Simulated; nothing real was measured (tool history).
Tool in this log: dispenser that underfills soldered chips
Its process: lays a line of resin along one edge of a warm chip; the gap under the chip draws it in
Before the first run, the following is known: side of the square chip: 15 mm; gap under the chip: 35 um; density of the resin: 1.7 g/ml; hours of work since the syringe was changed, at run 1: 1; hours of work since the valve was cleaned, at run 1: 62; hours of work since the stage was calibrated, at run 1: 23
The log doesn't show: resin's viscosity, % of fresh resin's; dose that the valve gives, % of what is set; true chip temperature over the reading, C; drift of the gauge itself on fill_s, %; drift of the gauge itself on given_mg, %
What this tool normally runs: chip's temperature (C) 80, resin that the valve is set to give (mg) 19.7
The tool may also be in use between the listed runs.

run,hour,chip's temperature (C),resin that the valve is set to give (mg),hours of work since the syringe was changed,hours of work since the valve was cleaned,hours of work since the stage was calibrated,time until the resin shows at the far edge (s),resin that the valve gave (mg)
1,0,80,19.7,1,62,23,313.6,18.72
2,5.9,80,19.7,5,66,27,381.4,18.8
# hour 13.1: new syringe of resin
3,13.1,80,19.7,0,70,31,293.9,18.63
4,19.3,80,19.7,4,74,35,357,18.56
5,24.7,80,18.6,7,77,38,438.8,17.62
# hour 27.9: new syringe of resin
6,33.3,80,18.6,3,82,43,356.9,17.41
7,40.5,91,19.7,8,87,47,312.3,18.27
# hour 42.6: new syringe of resin
8,51,72,19.7,5,93,54,495.5,18.2
9,55.6,79,19.7,8,96,56,459.3,18.15
# hour 57.3: new syringe of resin
10,61.4,80,19.7,2,99,60,340.5,18.1
11,66.2,80,19.7,5,102,63,399,18.1
# hour 72.3: new syringe of resin
12,74,80,19.7,1,107,67,313.6,17.98
13,82.8,80,19.7,6,112,73,417.2,17.84
# hour 87.4: new syringe of resin
14,91.6,80,19.7,3,117,78,331.7,17.85
# hour 102.2: new syringe of resin
15,102.2,80,19.7,0,123,84,300.5,17.68
16,107.6,80,19.7,3,127,88,345.3,17.73
# hour 113.8: dispensing valve cleaned and set on the balance
17,113.8,80,19.7,6,0,91,409.4,19.51
# hour 117.9: new syringe of resin
18,124.5,80,19.7,4,6,97,357.2,19.58
19,131.7,80,16.9,8,11,101,453.5,16.72
# hour 133.2: new syringe of resin
20,140.2,80,18,4,16,107,362.3,17.79
# hour 148: new syringe of resin
21,150.5,81,17.7,2,22,113,315.4,17.39
22,157.6,70,19.2,6,26,117,550.4,18.74
# hour 162.8: new syringe of resin
23,162.8,90,18,0,29,120,217.2,17.58
24,173,91,19.7,6,35,126,280.6,19.13
# hour 177.5: new syringe of resin
25,178.7,91,19.7,1,39,130,214.5,18.87
26,186.2,91,19.7,5,43,134,267.7,18.79
27,191.1,91,19.7,8,46,137,316.5,18.94
# hour 192.1: new syringe of resin
28,201.1,94,19.6,6,52,143,251.9,18.7
# hour 206.8: new syringe of resin
29,208.9,94,19.6,1,57,148,206.2,18.64
30,213.6,94,19.6,4,60,150,242.6,18.55
# hour 222.2: new syringe of resin
31,224.5,69,19.2,1,66,157,451.6,18
32,231.2,71,20.4,5,70,161,519.4,19.18
# hour 237.2: new syringe of resin
33,237.2,75,18.2,0,74,165,345.2,17.11
34,244.9,93,19.5,5,79,169,248.4,18.15
35,251.3,71,17.4,9,82,173,630,16.2
# hour 252.5: new syringe of resin
36,259.1,79,21,4,87,178,369.1,19.68

The logged runs with the hidden state left out (each run's random variation unchanged):
run,time until the resin shows at the far edge (s),resin that the valve gave (mg)
1,288.3,19.68
2,290.2,19.84
3,288.9,19.73
4,288.3,19.72
5,297.3,18.77
6,295.8,18.63
7,206.6,19.62
8,376,19.66
9,301.6,19.65
10,290.6,19.66
11,291.5,19.71
12,288.3,19.65
13,289.9,19.61
14,285,19.72
15,298.3,19.64
16,288.2,19.75
17,296.9,19.55
18,292.9,19.72
19,295,16.9
20,290,18.06
21,290.8,17.74
22,405.2,19.19
23,217.5,18.05
24,203.1,19.75
25,205.5,19.53
26,202.2,19.52
27,204.2,19.73
28,185.6,19.59
29,188.9,19.59
30,191.2,19.55
31,417.5,19.08
32,388.9,20.41
33,341.9,18.26
34,193.2,19.46
35,396.1,17.42
36,294.8,21.27

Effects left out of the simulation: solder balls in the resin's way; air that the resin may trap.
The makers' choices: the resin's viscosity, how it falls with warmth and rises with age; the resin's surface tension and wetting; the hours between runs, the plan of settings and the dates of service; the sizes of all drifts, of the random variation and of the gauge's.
